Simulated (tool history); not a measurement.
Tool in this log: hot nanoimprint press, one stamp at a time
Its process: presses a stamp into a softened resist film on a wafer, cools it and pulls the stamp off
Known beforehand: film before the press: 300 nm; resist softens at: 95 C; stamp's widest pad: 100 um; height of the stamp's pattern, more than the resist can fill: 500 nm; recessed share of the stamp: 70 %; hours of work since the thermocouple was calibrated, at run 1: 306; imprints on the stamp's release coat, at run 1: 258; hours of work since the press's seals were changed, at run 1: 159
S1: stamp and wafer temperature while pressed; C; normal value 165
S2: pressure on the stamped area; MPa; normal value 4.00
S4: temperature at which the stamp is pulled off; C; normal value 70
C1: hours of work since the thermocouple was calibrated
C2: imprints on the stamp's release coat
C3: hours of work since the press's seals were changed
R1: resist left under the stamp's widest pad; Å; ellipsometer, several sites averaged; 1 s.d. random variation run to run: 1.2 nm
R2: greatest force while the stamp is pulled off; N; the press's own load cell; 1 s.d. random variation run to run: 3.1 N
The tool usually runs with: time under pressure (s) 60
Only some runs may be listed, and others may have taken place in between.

{"run": 1, "hour": 0.0, "S1": 165, "S2": 4.0, "time under pressure (s)": 60, "S4": 70, "C1": 306, "C2": 258, "C3": 159, "R1": 1714, "R2": 149}
{"run": 2, "hour": 49.1, "S1": 165, "S2": 4.0, "time under pressure (s)": 60, "S4": 70, "C1": 341, "C2": 533, "C3": 194, "R1": 1716, "R2": 155}
{"hour": 84.7, "done": "stamp cleaned and given a new release coat"}
{"run": 3, "hour": 149.5, "S1": 165, "S2": 4.0, "time under pressure (s)": 60, "S4": 70, "C1": 408, "C2": 362, "C3": 261, "R1": 1713, "R2": 153}
{"hour": 214.5, "done": "stamp cleaned and given a new release coat"}
{"run": 4, "hour": 224.2, "S1": 165, "S2": 4.0, "time under pressure (s)": 60, "S4": 70, "C1": 456, "C2": 54, "C3": 309, "R1": 1684, "R2": 139}
{"run": 5, "hour": 263.7, "S1": 165, "S2": 4.0, "time under pressure (s)": 60, "S4": 70, "C1": 484, "C2": 275, "C3": 337, "R1": 1657, "R2": 151}
{"hour": 289.2, "done": "plate thermocouple calibrated"}
{"run": 6, "hour": 308.3, "S1": 165, "S2": 4.0, "time under pressure (s)": 60, "S4": 70, "C1": 13, "C2": 507, "C3": 367, "R1": 1620, "R2": 151}
{"hour": 342.7, "done": "stamp cleaned and given a new release coat"}
{"run": 7, "hour": 359.5, "S1": 165, "S2": 4.0, "time under pressure (s)": 60, "S4": 70, "C1": 45, "C2": 93, "C3": 398, "R1": 1605, "R2": 142}
{"run": 8, "hour": 430.8, "S1": 165, "S2": 4.0, "time under pressure (s)": 60, "S4": 70, "C1": 96, "C2": 492, "C3": 449, "R1": 1592, "R2": 147}
{"hour": 466.3, "done": "plate thermocouple calibrated, once more"}
{"hour": 472.3, "done": "stamp cleaned and given a new release coat"}
{"run": 9, "hour": 494.9, "S1": 158, "S2": 4.0, "time under pressure (s)": 60, "S4": 70, "C1": 16, "C2": 127, "C3": 488, "R1": 2243, "R2": 156}
{"run": 10, "hour": 554.2, "S1": 165, "S2": 3.54, "time under pressure (s)": 60, "S4": 70, "C1": 58, "C2": 458, "C3": 530, "R1": 1881, "R2": 168}
{"hour": 604.3, "done": "stamp cleaned and given a new release coat"}
{"run": 11, "hour": 643.4, "S1": 165, "S2": 3.54, "time under pressure (s)": 60, "S4": 70, "C1": 117, "C2": 219, "C3": 589, "R1": 1865, "R2": 152}
{"hour": 734.8, "done": "stamp cleaned and given a new release coat"}
{"run": 12, "hour": 743.8, "S1": 165, "S2": 3.54, "time under pressure (s)": 60, "S4": 70, "C1": 184, "C2": 50, "C3": 655, "R1": 1838, "R2": 145}
{"run": 13, "hour": 831.1, "S1": 165, "S2": 3.54, "time under pressure (s)": 60, "S4": 72, "C1": 245, "C2": 538, "C3": 717, "R1": 1850, "R2": 152}
{"hour": 864.0, "done": "stamp cleaned and given a new release coat"}
{"run": 14, "hour": 921.9, "S1": 165, "S2": 3.54, "time under pressure (s)": 60, "S4": 72, "C1": 305, "C2": 323, "C3": 777, "R1": 1822, "R2": 141}
{"hour": 994.2, "done": "stamp cleaned and given a new release coat"}
{"run": 15, "hour": 1018.5, "S1": 165, "S2": 4.0, "time under pressure (s)": 60, "S4": 77, "C1": 369, "C2": 136, "C3": 841, "R1": 1759, "R2": 118}
{"run": 16, "hour": 1099.3, "S1": 165, "S2": 4.0, "time under pressure (s)": 60, "S4": 77, "C1": 427, "C2": 587, "C3": 898, "R1": 1730, "R2": 126}
{"hour": 1119.6, "done": "stamp cleaned and given a new release coat"}
{"run": 17, "hour": 1165.0, "S1": 165, "S2": 4.0, "time under pressure (s)": 60, "S4": 77, "C1": 469, "C2": 253, "C3": 941, "R1": 1720, "R2": 114}
{"run": 18, "hour": 1205.7, "S1": 165, "S2": 4.0, "time under pressure (s)": 60, "S4": 77, "C1": 498, "C2": 481, "C3": 969, "R1": 1717, "R2": 119}
{"hour": 1217.6, "done": "plate thermocouple calibrated"}
{"hour": 1250.6, "done": "stamp cleaned and given a new release coat"}
{"run": 19, "hour": 1253.1, "S1": 165, "S2": 4.0, "time under pressure (s)": 60, "S4": 77, "C1": 21, "C2": 14, "C3": 997, "R1": 1870, "R2": 116}
{"run": 20, "hour": 1332.1, "S1": 165, "S2": 4.0, "time under pressure (s)": 60, "S4": 77, "C1": 77, "C2": 456, "C3": 1053, "R1": 1827, "R2": 130}
{"hour": 1379.5, "done": "stamp cleaned and given a new release coat"}
{"run": 21, "hour": 1414.8, "S1": 165, "S2": 4.0, "time under pressure (s)": 59, "S4": 60, "C1": 131, "C2": 197, "C3": 1107, "R1": 1837, "R2": 202}
{"run": 22, "hour": 1486.6, "S1": 155, "S2": 4.0, "time under pressure (s)": 31, "S4": 70, "C1": 182, "C2": 598, "C3": 1158, "R1": 2600, "R2": 168}
{"hour": 1507.5, "done": "stamp cleaned and given a new release coat"}
{"run": 23, "hour": 1567.9, "S1": 165, "S2": 3.93, "time under pressure (s)": 30, "S4": 75, "C1": 235, "C2": 338, "C3": 1211, "R1": 2197, "R2": 136}
{"hour": 1603.0, "done": "press's hydraulic seals changed and the load cell set to zero"}
{"hour": 1640.7, "done": "stamp cleaned and given a new release coat"}
{"run": 24, "hour": 1662.6, "S1": 174, "S2": 3.41, "time under pressure (s)": 74, "S4": 75, "C1": 292, "C2": 123, "C3": 38, "R1": 1242, "R2": 124}
{"run": 25, "hour": 1719.1, "S1": 176, "S2": 3.46, "time under pressure (s)": 60, "S4": 70, "C1": 332, "C2": 438, "C3": 78, "R1": 1236, "R2": 154}
{"hour": 1765.7, "done": "stamp cleaned and given a new release coat"}
{"run": 26, "hour": 1780.6, "S1": 176, "S2": 3.46, "time under pressure (s)": 60, "S4": 70, "C1": 371, "C2": 83, "C3": 117, "R1": 1230, "R2": 141}
{"run": 27, "hour": 1840.8, "S1": 165, "S2": 4.0, "time under pressure (s)": 93, "S4": 75, "C1": 414, "C2": 420, "C3": 160, "R1": 1438, "R2": 129}
{"hour": 1897.0, "done": "stamp cleaned and given a new release coat"}
{"run": 28, "hour": 1909.2, "S1": 165, "S2": 4.0, "time under pressure (s)": 93, "S4": 75, "C1": 458, "C2": 68, "C3": 204, "R1": 1434, "R2": 115}
{"hour": 1972.8, "done": "plate thermocouple calibrated"}
{"run": 29, "hour": 1984.2, "S1": 165, "S2": 4.0, "time under pressure (s)": 93, "S4": 75, "C1": 8, "C2": 470, "C3": 255, "R1": 1566, "R2": 141}

Hidden state at the last listed run before each entry between runs and at the first one after, where it differs:
Logged between run 2 and run 3: stamp cleaned and given a new release coat (hour 84.7)
  true temperature over the reading, C: 1.71 -> 2.01; pressure that arrives at the usual setting, %: 98.46 -> 97.83; grip of the stamp's worn release coat, % over a new coat's: 12.7 -> 8.6
  measured value less the no-hidden-state value, R1: -90 -> -103 Å; R2: +10 -> +3 N
Logged between run 3 and run 4: stamp cleaned and given a new release coat (hour 214.5)
  true temperature over the reading, C: 2.01 -> 2.23; pressure that arrives at the usual setting, %: 97.83 -> 97.38; grip of the stamp's worn release coat, % over a new coat's: 8.6 -> 1.3
  measured value less the no-hidden-state value, R1: -103 -> -112 Å; R2: +3 -> -8 N
Logged between run 5 and run 6: plate thermocouple calibrated (hour 289.2)
  true temperature over the reading, C: 2.37 -> 3.38; pressure that arrives at the usual setting, %: 97.13 -> 96.87; grip of the stamp's worn release coat, % over a new coat's: 6.5 -> 12.1
  measured value less the no-hidden-state value, R1: -117 -> -172 Å; R2: -1 -> +2 N
Logged between run 6 and run 7: stamp cleaned and given a new release coat (hour 342.7)
  true temperature over the reading, C: 3.38 -> 3.54; pressure that arrives at the usual setting, %: 96.87 -> 96.57; grip of the stamp's worn release coat, % over a new coat's: 12.1 -> 2.2
  measured value less the no-hidden-state value, R1: -172 -> -179 Å; R2: +2 -> -13 N
Logged between run 8 and run 9: plate thermocouple calibrated, once more (hour 466.3); stamp cleaned and given a new release coat (hour 472.3)
  true temperature over the reading, C: 3.79 -> 0; pressure that arrives at the usual setting, %: 96.13 -> 95.8; grip of the stamp's worn release coat, % over a new coat's: 11.7 -> 3
  measured value less the no-hidden-state value, R1: -189 -> +25 Å; R2: -1 -> +4 N
Logged between run 10 and run 11: stamp cleaned and given a new release coat (hour 604.3)
  true temperature over the reading, C: 0.19 -> 0.45; pressure that arrives at the usual setting, %: 95.38 -> 94.86; grip of the stamp's worn release coat, % over a new coat's: 10.9 -> 5.2
  measured value less the no-hidden-state value, R1: +15 -> +4 Å; R2: +16 -> +6 N
Logged between run 11 and run 12: stamp cleaned and given a new release coat (hour 734.8)
  true temperature over the reading, C: 0.45 -> 0.77; pressure that arrives at the usual setting, %: 94.86 -> 94.28; grip of the stamp's worn release coat, % over a new coat's: 5.2 -> 1.2
  measured value less the no-hidden-state value, R1: +4 -> -12 Å; R2: +6 -> -2 N
Logged between run 13 and run 14: stamp cleaned and given a new release coat (hour 864.0)
  true temperature over the reading, C: 1.07 -> 1.35; pressure that arrives at the usual setting, %: 93.7 -> 93.16; grip of the stamp's worn release coat, % over a new coat's: 12.9 -> 7.7
  measured value less the no-hidden-state value, R1: -26 -> -39 Å; R2: +12 -> +4 N
Logged between run 14 and run 15: stamp cleaned and given a new release coat (hour 994.2)
  true temperature over the reading, C: 1.35 -> 1.66; pressure that arrives at the usual setting, %: 93.16 -> 92.58; grip of the stamp's worn release coat, % over a new coat's: 7.7 -> 3.2
  measured value less the no-hidden-state value, R1: -39 -> -47 Å; R2: +4 -> -4 N
Logged between run 16 and run 17: stamp cleaned and given a new release coat (hour 1119.6)
  true temperature over the reading, C: 1.94 -> 2.13; pressure that arrives at the usual setting, %: 92.08 -> 91.71; grip of the stamp's worn release coat, % over a new coat's: 14 -> 6
  measured value less the no-hidden-state value, R1: -60 -> -68 Å; R2: +7 -> -3 N
Logged between run 18 and run 19: plate thermocouple calibrated (hour 1217.6); stamp cleaned and given a new release coat (hour 1250.6)
  true temperature over the reading, C: 2.26 -> 0.11; pressure that arrives at the usual setting, %: 91.46 -> 91.2; grip of the stamp's worn release coat, % over a new coat's: 11.5 -> 0.3
  measured value less the no-hidden-state value, R1: -73 -> +52 Å; R2: +2 -> +0 N
Logged between run 20 and run 21: stamp cleaned and given a new release coat (hour 1379.5)
  true temperature over the reading, C: 0.37 -> 0.63; pressure that arrives at the usual setting, %: 90.73 -> 90.26; grip of the stamp's worn release coat, % over a new coat's: 10.9 -> 4.7
  measured value less the no-hidden-state value, R1: +40 -> +28 Å; R2: +11 -> +6 N
Logged between run 22 and run 23: stamp cleaned and given a new release coat (hour 1507.5)
  true temperature over the reading, C: 0.88 -> 1.11; pressure that arrives at the usual setting, %: 89.79 -> 89.31; grip of the stamp's worn release coat, % over a new coat's: 14.3 -> 8
  measured value less the no-hidden-state value, R1: +5 -> +5 Å; R2: +17 -> +5 N
Logged between run 23 and run 24: press's hydraulic seals changed and the load cell set to zero (hour 1603.0); stamp cleaned and given a new release coat (hour 1640.7)
  true temperature over the reading, C: 1.11 -> 1.38; pressure that arrives at the usual setting, %: 89.31 -> 99.48; grip of the stamp's worn release coat, % over a new coat's: 8 -> 2.9
  measured value less the no-hidden-state value, R1: +5 -> -61 Å; R2: +5 -> -3 N
Logged between run 25 and run 26: stamp cleaned and given a new release coat (hour 1765.7)
  true temperature over the reading, C: 1.57 -> 1.75; pressure that arrives at the usual setting, %: 99.14 -> 98.79; grip of the stamp's worn release coat, % over a new coat's: 10.4 -> 2
  measured value less the no-hidden-state value, R1: -65 -> -72 Å; R2: +7 -> -4 N
Logged between run 27 and run 28: stamp cleaned and given a new release coat (hour 1897.0)
  true temperature over the reading, C: 1.95 -> 2.14; pressure that arrives at the usual setting, %: 98.42 -> 98; grip of the stamp's worn release coat, % over a new coat's: 10 -> 1.6
  measured value less the no-hidden-state value, R1: -100 -> -106 Å; R2: +3 -> -7 N
Logged between run 28 and run 29: plate thermocouple calibrated (hour 1972.8)
  true temperature over the reading, C: 2.14 -> 0.04; pressure that arrives at the usual setting, %: 98 -> 97.54; grip of the stamp's worn release coat, % over a new coat's: 1.6 -> 11.2
  measured value less the no-hidden-state value, R1: -106 -> +13 Å; R2: -7 -> +14 N
